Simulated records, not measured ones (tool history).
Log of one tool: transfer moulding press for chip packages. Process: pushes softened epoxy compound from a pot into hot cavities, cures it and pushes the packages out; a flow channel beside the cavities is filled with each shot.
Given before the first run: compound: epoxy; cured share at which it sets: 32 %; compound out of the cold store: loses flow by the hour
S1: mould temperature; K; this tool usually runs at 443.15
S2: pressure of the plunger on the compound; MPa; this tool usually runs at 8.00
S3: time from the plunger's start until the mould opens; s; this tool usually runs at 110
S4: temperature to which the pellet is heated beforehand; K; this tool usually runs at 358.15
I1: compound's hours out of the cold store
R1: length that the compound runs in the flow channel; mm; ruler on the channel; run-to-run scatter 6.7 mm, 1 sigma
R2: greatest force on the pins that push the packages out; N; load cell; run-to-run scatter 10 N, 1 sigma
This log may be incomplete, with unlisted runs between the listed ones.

run   hour      S1    S2   S3      S4    I1    R1   R2
  1    0.0  443.15  8.00  110  358.15  36.9   873  622
  2   33.3  443.15  8.00  110  358.15  24.4   960  872
  3   73.0  443.15  8.00  110  354.15  30.7   901  941
  4  102.9  443.15  8.00  110  354.15  19.5  1014  586
  5  150.1  443.15  8.00  110  363.15  18.1  1028  894
  6  204.2  443.15  8.00  110  363.15  36.7   925  492
  7  243.8  443.15  6.02  110  358.15  21.5   863  793
  8  266.1  443.15  6.02  110  358.15  14.5   903  901
  9  319.8  443.15  6.02  147  358.15  16.8   871  515
 10  343.7  443.15  8.00  110  358.15  36.4   902  734
 11  388.3  443.15  9.15  110  364.15  14.2  1087  962
 12  411.5  443.15  9.15  110  364.15  32.0   983  964
 13  459.9  443.15  9.15  110  364.15  21.5  1028  816
 14  503.6  443.15  6.18  110  360.15  41.8   753  950
 15  549.7  444.15  9.00  110  367.15   9.8  1073  697
 16  599.2  439.15  7.69  140  354.15  41.3   860  872
 17  621.4  443.15  9.38  110  350.15  47.2   885  954
 18  658.5  443.15  9.38  110  350.15  21.0  1039  723
 19  707.9  441.15  9.58  118  352.15  23.9  1029  943
 20  760.6  441.15  6.94  135  352.15   8.3  1024  584

Not shown here: 10 entries made in the log between runs. Locate each between two listed runs and compare the hidden state at the listed run before it with the hidden state at the listed run after it:
Runs 3 to 4: cavities cleaned with cleaning compound and waxed (hour 92.7); plunger's sealing rings changed (hour 97.4)
  true mould temperature over the reading, C: -0.1 -> -0.08; pressure that reaches the compound, % of what is set: 88.12 -> 99.19; grip of the stained cavities, % over clean ones': 100.2 -> 19.8
  measured minus no-state result, R1: -58 -> -3 mm; R2: +471 -> +99 N
Runs 5 to 6: cavities cleaned with cleaning compound and waxed (hour 203.0)
  true mould temperature over the reading, C: -0.03 -> 0.02; pressure that reaches the compound, % of what is set: 98.29 -> 97.32; grip of the stained cavities, % over clean ones': 84.1 -> 3.6
  measured minus no-state result, R1: -8 -> -13 mm; R2: +409 -> +17 N
Runs 8 to 9: cavities cleaned with cleaning compound and waxed (hour 312.2)
  true mould temperature over the reading, C: 0.08 -> 0.13; pressure that reaches the compound, % of what is set: 96.13 -> 95.07; grip of the stained cavities, % over clean ones': 87.1 -> 18.1
  measured minus no-state result, R1: -18 -> -23 mm; R2: +420 -> +79 N
Runs 12 to 13: cavities cleaned with cleaning compound and waxed (hour 419.1)
  true mould temperature over the reading, C: 0.21 -> 0.26; pressure that reaches the compound, % of what is set: 93.25 -> 92.4; grip of the stained cavities, % over clean ones': 103.5 -> 71.9
  measured minus no-state result, R1: -36 -> -43 mm; R2: +488 -> +339 N
Runs 14 to 15: cavities cleaned with cleaning compound and waxed (hour 527.8)
  true mould temperature over the reading, C: 0.3 -> 0.34; pressure that reaches the compound, % of what is set: 91.47 -> 90.57; grip of the stained cavities, % over clean ones': 100.1 -> 46.4
  measured minus no-state result, R1: -35 -> -57 mm; R2: +475 -> +217 N
Runs 17 to 18: cavities cleaned with cleaning compound and waxed (hour 635.5)
  true mould temperature over the reading, C: 0.41 -> 0.44; pressure that reaches the compound, % of what is set: 89.16 -> 88.44; grip of the stained cavities, % over clean ones': 101.5 -> 49.5
  measured minus no-state result, R1: -54 -> -68 mm; R2: +475 -> +233 N
Runs 19 to 20: plunger's sealing rings changed (hour 719.4); mould's thermocouples calibrated (hour 734.8); cavities cleaned with cleaning compound and waxed (hour 749.0)
  true mould temperature over the reading, C: 0.48 -> 0.2; pressure that reaches the compound, % of what is set: 87.43 -> 99.21; grip of the stained cavities, % over clean ones': 95.5 -> 26.2
  measured minus no-state result, R1: -75 -> -5 mm; R2: +452 -> +120 N

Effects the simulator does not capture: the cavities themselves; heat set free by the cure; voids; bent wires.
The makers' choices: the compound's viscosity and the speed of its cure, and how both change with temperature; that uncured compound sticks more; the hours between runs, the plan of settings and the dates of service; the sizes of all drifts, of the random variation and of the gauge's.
